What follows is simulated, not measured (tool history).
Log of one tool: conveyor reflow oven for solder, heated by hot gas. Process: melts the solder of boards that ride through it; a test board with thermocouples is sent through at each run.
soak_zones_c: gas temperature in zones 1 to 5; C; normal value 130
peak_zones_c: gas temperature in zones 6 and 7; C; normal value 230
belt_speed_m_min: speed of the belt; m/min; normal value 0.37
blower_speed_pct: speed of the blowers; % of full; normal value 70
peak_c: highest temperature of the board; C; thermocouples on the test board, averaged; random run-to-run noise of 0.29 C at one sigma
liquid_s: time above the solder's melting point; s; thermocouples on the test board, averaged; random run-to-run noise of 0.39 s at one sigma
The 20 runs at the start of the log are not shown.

run	hour	soak_zones_c	peak_zones_c	belt_speed_m_min	blower_speed_pct	peak_c	liquid_s
21	154.8	128	220	0.352	72	202.2	52.9
# hour 163.9: belt drive overhauled, speed set with a stopwatch, once more
22	168.9	130	230	0.346	85	213	70.3
23	174.2	130	230	0.346	85	213.2	70.4
24	180.8	130	230	0.346	85	213.3	69.9
25	191	134	230	0.346	85	213.4	72.9
26	200.4	130	230	0.415	70	204.3	45.4
27	208.5	130	244	0.37	70	220.5	70.9
28	212.9	130	239	0.37	64	214.4	66
29	217.6	137	239	0.317	76	223.3	91.3
30	227.6	137	239	0.325	76	222.6	88.6
31	237.7	137	239	0.325	76	222.7	88.6

Alternative continuations, all from the tool just after run 31; predict every row:
A	243.9	135	239	0.376	66	?	?
B	243.9	125	230	0.37	70	?	?
C	243.9	141	239	0.323	84	?	?

run	peak_c	liquid_s
A	214.9	67.1
B	207.2	55.1
C	224.7	93.2
With the hidden condition removed and each run's random variation left untouched, the same runs would have given:
run	peak_c	liquid_s
A	217.6	69.9
B	210	58.9
C	227.4	95.5
